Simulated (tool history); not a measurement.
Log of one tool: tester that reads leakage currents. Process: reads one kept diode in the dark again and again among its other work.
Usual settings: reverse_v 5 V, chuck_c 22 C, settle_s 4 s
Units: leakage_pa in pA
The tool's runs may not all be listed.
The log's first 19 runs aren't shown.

run 20 day=30.583 | reverse_v=5 chuck_c=22 settle_s=0.43 | leakage_pa=158.75
run 21 day=32.979 | reverse_v=5 chuck_c=22 settle_s=0.43 | leakage_pa=159.36
run 22 day=35.246 | reverse_v=5 chuck_c=22 settle_s=0.43 | leakage_pa=160.02
run 23 day=36.438 | reverse_v=2.75 chuck_c=38 settle_s=4 | leakage_pa=485.86
run 24 day=38.521 | reverse_v=7.39 chuck_c=38 settle_s=0.69 | leakage_pa=723.81
run 25 day=41.054 | reverse_v=7.39 chuck_c=38 settle_s=0.69 | leakage_pa=723.9
run 26 day=43.129 | reverse_v=7.39 chuck_c=38 settle_s=0.69 | leakage_pa=728.48
run 27 day=45.704 | reverse_v=9.71 chuck_c=57 settle_s=4 | leakage_pa=3484.96
run 28 day=46.825 | reverse_v=9.71 chuck_c=57 settle_s=4 | leakage_pa=3482.58
run 29 day=48.233 | reverse_v=1.27 chuck_c=52 settle_s=7.97 | leakage_pa=1072.6
run 30 day=49.579 | reverse_v=1.78 chuck_c=41 settle_s=0.8 | leakage_pa=521.34
run 31 day=51.354 | reverse_v=1.45 chuck_c=31 settle_s=4.88 | leakage_pa=210.69
-- day=53.008 probe card cleaned and baked
run 32 day=53.971 | reverse_v=1.45 chuck_c=31 settle_s=4.88 | leakage_pa=209.02
run 33 day=55.142 | reverse_v=9.1 chuck_c=48 settle_s=0.48 | leakage_pa=1738.37
run 34 day=56.508 | reverse_v=5 chuck_c=23 settle_s=0.59 | leakage_pa=171.62
run 35 day=58.279 | reverse_v=2.03 chuck_c=45 settle_s=5.94 | leakage_pa=756.97
run 36 day=60.608 | reverse_v=3.35 chuck_c=25 settle_s=3.16 | leakage_pa=172.78
run 37 day=63.254 | reverse_v=3.35 chuck_c=25 settle_s=3.16 | leakage_pa=173.92
run 38 day=65.879 | reverse_v=3.35 chuck_c=39 settle_s=3.16 | leakage_pa=570.6
run 39 day=67.975 | reverse_v=7.78 chuck_c=24 settle_s=3.67 | leakage_pa=223.03
run 40 day=70.446 | reverse_v=2.02 chuck_c=34 settle_s=4.67 | leakage_pa=310.9
run 41 day=72.954 | reverse_v=5 chuck_c=44 settle_s=1.63 | leakage_pa=1012.3

Forecast each of these 3 alternatives for the next run:
run A day=75.125 | reverse_v=2.77 chuck_c=55 settle_s=1.63 | leakage_pa=?
run B day=75.125 | reverse_v=8.39 chuck_c=41 settle_s=0.54 | leakage_pa=?
run C day=75.125 | reverse_v=5 chuck_c=44 settle_s=1.45 | leakage_pa=?

run=A leakage_pa=1848.99
run=B leakage_pa=978.08
run=C leakage_pa=1005.81
Without the tool's hidden state the same runs would have given:
run=A leakage_pa=1799.46
run=B leakage_pa=949.25
run=C leakage_pa=977.12
